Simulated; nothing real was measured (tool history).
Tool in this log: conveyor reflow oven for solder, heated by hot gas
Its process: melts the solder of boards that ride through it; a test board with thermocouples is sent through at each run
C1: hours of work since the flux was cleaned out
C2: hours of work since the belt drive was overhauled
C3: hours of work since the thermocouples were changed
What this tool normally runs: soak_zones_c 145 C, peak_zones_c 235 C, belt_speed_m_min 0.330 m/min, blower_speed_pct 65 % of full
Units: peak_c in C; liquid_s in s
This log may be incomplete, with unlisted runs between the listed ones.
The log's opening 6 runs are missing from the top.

{"run": 7, "hour": 284.9, "soak_zones_c": 145, "peak_zones_c": 235, "belt_speed_m_min": 0.33, "blower_speed_pct": 65, "C1": 196, "C2": 438, "C3": 144, "peak_c": 222.8, "liquid_s": 107.1}
{"run": 8, "hour": 325.5, "soak_zones_c": 145, "peak_zones_c": 235, "belt_speed_m_min": 0.328, "blower_speed_pct": 65, "C1": 214, "C2": 456, "C3": 162, "peak_c": 222.9, "liquid_s": 108.4}
{"run": 9, "hour": 391.8, "soak_zones_c": 145, "peak_zones_c": 235, "belt_speed_m_min": 0.29, "blower_speed_pct": 65, "C1": 243, "C2": 485, "C3": 192, "peak_c": 226.3, "liquid_s": 126.3}
{"run": 10, "hour": 426.6, "soak_zones_c": 145, "peak_zones_c": 235, "belt_speed_m_min": 0.29, "blower_speed_pct": 65, "C1": 258, "C2": 500, "C3": 207, "peak_c": 226.3, "liquid_s": 126.6}
{"run": 11, "hour": 472.9, "soak_zones_c": 145, "peak_zones_c": 235, "belt_speed_m_min": 0.29, "blower_speed_pct": 65, "C1": 279, "C2": 521, "C3": 227, "peak_c": 225.9, "liquid_s": 126.7}
{"run": 12, "hour": 531.4, "soak_zones_c": 145, "peak_zones_c": 235, "belt_speed_m_min": 0.29, "blower_speed_pct": 65, "C1": 304, "C2": 546, "C3": 253, "peak_c": 225.7, "liquid_s": 126.9}
{"run": 13, "hour": 579.9, "soak_zones_c": 145, "peak_zones_c": 247, "belt_speed_m_min": 0.33, "blower_speed_pct": 65, "C1": 326, "C2": 568, "C3": 275, "peak_c": 233.7, "liquid_s": 117.0}
{"run": 14, "hour": 631.0, "soak_zones_c": 145, "peak_zones_c": 247, "belt_speed_m_min": 0.33, "blower_speed_pct": 65, "C1": 348, "C2": 590, "C3": 297, "peak_c": 234.0, "liquid_s": 116.8}
{"hour": 642.5, "done": "flux residue cleaned out of gas plates and filters"}
{"run": 15, "hour": 678.5, "soak_zones_c": 145, "peak_zones_c": 247, "belt_speed_m_min": 0.33, "blower_speed_pct": 65, "C1": 16, "C2": 609, "C3": 316, "peak_c": 234.0, "liquid_s": 116.6}
{"run": 16, "hour": 735.2, "soak_zones_c": 145, "peak_zones_c": 247, "belt_speed_m_min": 0.33, "blower_speed_pct": 65, "C1": 41, "C2": 634, "C3": 341, "peak_c": 233.9, "liquid_s": 116.8}
{"run": 17, "hour": 767.0, "soak_zones_c": 157, "peak_zones_c": 239, "belt_speed_m_min": 0.277, "blower_speed_pct": 52, "C1": 55, "C2": 648, "C3": 355, "peak_c": 229.0, "liquid_s": 144.9}
{"run": 18, "hour": 808.2, "soak_zones_c": 155, "peak_zones_c": 239, "belt_speed_m_min": 0.277, "blower_speed_pct": 66, "C1": 73, "C2": 666, "C3": 373, "peak_c": 232.3, "liquid_s": 145.2}
{"run": 19, "hour": 864.8, "soak_zones_c": 145, "peak_zones_c": 235, "belt_speed_m_min": 0.361, "blower_speed_pct": 89, "C1": 98, "C2": 692, "C3": 398, "peak_c": 225.8, "liquid_s": 100.8}
{"run": 20, "hour": 928.6, "soak_zones_c": 145, "peak_zones_c": 235, "belt_speed_m_min": 0.361, "blower_speed_pct": 89, "C1": 126, "C2": 720, "C3": 426, "peak_c": 225.8, "liquid_s": 101.4}
{"run": 21, "hour": 991.6, "soak_zones_c": 158, "peak_zones_c": 235, "belt_speed_m_min": 0.383, "blower_speed_pct": 65, "C1": 154, "C2": 747, "C3": 454, "peak_c": 220.9, "liquid_s": 98.1}
{"run": 22, "hour": 1025.5, "soak_zones_c": 158, "peak_zones_c": 235, "belt_speed_m_min": 0.383, "blower_speed_pct": 65, "C1": 169, "C2": 762, "C3": 469, "peak_c": 221.1, "liquid_s": 98.8}
{"run": 23, "hour": 1056.2, "soak_zones_c": 132, "peak_zones_c": 224, "belt_speed_m_min": 0.33, "blower_speed_pct": 72, "C1": 183, "C2": 776, "C3": 483, "peak_c": 212.9, "liquid_s": 89.2}
{"hour": 1075.3, "done": "belt drive overhauled, speed set with a stopwatch"}
{"run": 24, "hour": 1100.5, "soak_zones_c": 132, "peak_zones_c": 224, "belt_speed_m_min": 0.365, "blower_speed_pct": 75, "C1": 200, "C2": 11, "C3": 501, "peak_c": 211.0, "liquid_s": 76.3}
{"run": 25, "hour": 1143.0, "soak_zones_c": 141, "peak_zones_c": 235, "belt_speed_m_min": 0.299, "blower_speed_pct": 76, "C1": 219, "C2": 30, "C3": 519, "peak_c": 227.4, "liquid_s": 121.8}

Expected results for the next run?
{"run": 26, "hour": 1175.6, "soak_zones_c": 141, "peak_zones_c": 235, "belt_speed_m_min": 0.299, "blower_speed_pct": 76, "C1": 234, "C2": 44, "C3": 534, "peak_c": "?", "liquid_s": "?"}

{"run 26": {"peak_c": 227.1, "liquid_s": 121.6}}
With no hidden state in the tool, this same run would have given peak_c 227.1 C, liquid_s 121.6 s.
